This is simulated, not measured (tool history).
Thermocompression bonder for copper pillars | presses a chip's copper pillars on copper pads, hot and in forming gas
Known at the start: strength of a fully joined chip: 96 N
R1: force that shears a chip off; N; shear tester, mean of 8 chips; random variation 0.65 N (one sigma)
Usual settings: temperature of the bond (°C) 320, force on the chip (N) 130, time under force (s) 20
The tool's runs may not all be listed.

run 1 hour=0 | temperature_of_the_bond_(°C)=320 force_on_the_chip_(N)=130 time_under_force_(s)=20 | R1=68
run 2 hour=15.9 | temperature_of_the_bond_(°C)=320 force_on_the_chip_(N)=130 time_under_force_(s)=20 | R1=67.8
run 3 hour=32.5 | temperature_of_the_bond_(°C)=320 force_on_the_chip_(N)=130 time_under_force_(s)=20 | R1=68.5
run 4 hour=51.7 | temperature_of_the_bond_(°C)=320 force_on_the_chip_(N)=130 time_under_force_(s)=20 | R1=67.4
run 5 hour=71.2 | temperature_of_the_bond_(°C)=320 force_on_the_chip_(N)=130 time_under_force_(s)=20 | R1=67.4
run 6 hour=106 | temperature_of_the_bond_(°C)=348 force_on_the_chip_(N)=130 time_under_force_(s)=20 | R1=79.1
run 7 hour=136.3 | temperature_of_the_bond_(°C)=320 force_on_the_chip_(N)=130 time_under_force_(s)=20 | R1=66.9
run 8 hour=170.5 | temperature_of_the_bond_(°C)=320 force_on_the_chip_(N)=130 time_under_force_(s)=16 | R1=62.2
run 9 hour=202.6 | temperature_of_the_bond_(°C)=320 force_on_the_chip_(N)=130 time_under_force_(s)=16 | R1=62.9
run 10 hour=232.9 | temperature_of_the_bond_(°C)=320 force_on_the_chip_(N)=130 time_under_force_(s)=16 | R1=62
run 11 hour=268.7 | temperature_of_the_bond_(°C)=330 force_on_the_chip_(N)=130 time_under_force_(s)=20 | R1=70.1
run 12 hour=285.2 | temperature_of_the_bond_(°C)=320 force_on_the_chip_(N)=130 time_under_force_(s)=11 | R1=56
run 13 hour=312 | temperature_of_the_bond_(°C)=320 force_on_the_chip_(N)=130 time_under_force_(s)=20 | R1=63.6
run 14 hour=339.6 | temperature_of_the_bond_(°C)=320 force_on_the_chip_(N)=130 time_under_force_(s)=20 | R1=65.7
run 15 hour=363.3 | temperature_of_the_bond_(°C)=320 force_on_the_chip_(N)=130 time_under_force_(s)=20 | R1=65.9
run 16 hour=389.5 | temperature_of_the_bond_(°C)=320 force_on_the_chip_(N)=130 time_under_force_(s)=20 | R1=63.6
run 17 hour=404.8 | temperature_of_the_bond_(°C)=320 force_on_the_chip_(N)=130 time_under_force_(s)=20 | R1=64.6
run 18 hour=424.7 | temperature_of_the_bond_(°C)=320 force_on_the_chip_(N)=130 time_under_force_(s)=20 | R1=64.6
-- hour=438.1 forming gas filter changed
run 19 hour=447.8 | temperature_of_the_bond_(°C)=320 force_on_the_chip_(N)=130 time_under_force_(s)=20 | R1=67
run 20 hour=465.7 | temperature_of_the_bond_(°C)=320 force_on_the_chip_(N)=130 time_under_force_(s)=20 | R1=67.7
run 21 hour=499.4 | temperature_of_the_bond_(°C)=320 force_on_the_chip_(N)=130 time_under_force_(s)=20 | R1=67.7
run 22 hour=528.2 | temperature_of_the_bond_(°C)=320 force_on_the_chip_(N)=130 time_under_force_(s)=20 | R1=67.2
run 23 hour=548.3 | temperature_of_the_bond_(°C)=315 force_on_the_chip_(N)=138 time_under_force_(s)=21 | R1=66.7
run 24 hour=576.1 | temperature_of_the_bond_(°C)=346 force_on_the_chip_(N)=142 time_under_force_(s)=21 | R1=79.8
run 25 hour=610.3 | temperature_of_the_bond_(°C)=334 force_on_the_chip_(N)=141 time_under_force_(s)=22 | R1=76.7
run 26 hour=634.3 | temperature_of_the_bond_(°C)=321 force_on_the_chip_(N)=102 time_under_force_(s)=26 | R1=64.1
run 27 hour=651.3 | temperature_of_the_bond_(°C)=301 force_on_the_chip_(N)=184 time_under_force_(s)=20 | R1=64.6
run 28 hour=677.5 | temperature_of_the_bond_(°C)=330 force_on_the_chip_(N)=114 time_under_force_(s)=20 | R1=68.1
run 29 hour=702.6 | temperature_of_the_bond_(°C)=322 force_on_the_chip_(N)=109 time_under_force_(s)=52 | R1=75.3
run 30 hour=732.7 | temperature_of_the_bond_(°C)=320 force_on_the_chip_(N)=153 time_under_force_(s)=22 | R1=70.2
run 31 hour=751.7 | temperature_of_the_bond_(°C)=302 force_on_the_chip_(N)=83 time_under_force_(s)=10 | R1=33.5
run 32 hour=785.7 | temperature_of_the_bond_(°C)=298 force_on_the_chip_(N)=98 time_under_force_(s)=13 | R1=37.7
run 33 hour=821.3 | temperature_of_the_bond_(°C)=324 force_on_the_chip_(N)=98 time_under_force_(s)=13 | R1=50.7
run 34 hour=850.2 | temperature_of_the_bond_(°C)=314 force_on_the_chip_(N)=145 time_under_force_(s)=19 | R1=61.2
run 35 hour=869 | temperature_of_the_bond_(°C)=339 force_on_the_chip_(N)=108 time_under_force_(s)=37 | R1=77
-- hour=876.2 forming gas filter changed
run 36 hour=893.2 | temperature_of_the_bond_(°C)=320 force_on_the_chip_(N)=130 time_under_force_(s)=22 | R1=68.4
run 37 hour=912.9 | temperature_of_the_bond_(°C)=330 force_on_the_chip_(N)=93 time_under_force_(s)=11 | R1=52.2
run 38 hour=941.9 | temperature_of_the_bond_(°C)=330 force_on_the_chip_(N)=93 time_under_force_(s)=11 | R1=52.1
run 39 hour=975.6 | temperature_of_the_bond_(°C)=320 force_on_the_chip_(N)=130 time_under_force_(s)=47 | R1=79.3
run 40 hour=1003.2 | temperature_of_the_bond_(°C)=297 force_on_the_chip_(N)=121 time_under_force_(s)=17 | R1=46.4

Forecast each of these 4 alternatives for the next run:
run A hour=1020.7 | temperature_of_the_bond_(°C)=320 force_on_the_chip_(N)=152 time_under_force_(s)=25 | R1=?
run B hour=1020.7 | temperature_of_the_bond_(°C)=320 force_on_the_chip_(N)=102 time_under_force_(s)=20 | R1=?
run C hour=1020.7 | temperature_of_the_bond_(°C)=314 force_on_the_chip_(N)=157 time_under_force_(s)=19 | R1=?
run D hour=1020.7 | temperature_of_the_bond_(°C)=308 force_on_the_chip_(N)=121 time_under_force_(s)=17 | R1=?

run=A R1=72.9
run=B R1=59.1
run=C R1=67.7
run=D R1=53.6
Without the tool's hidden state the same runs would have given:
run=A R1=77.7
run=B R1=64.1
run=C R1=72.8
run=D R1=58.6
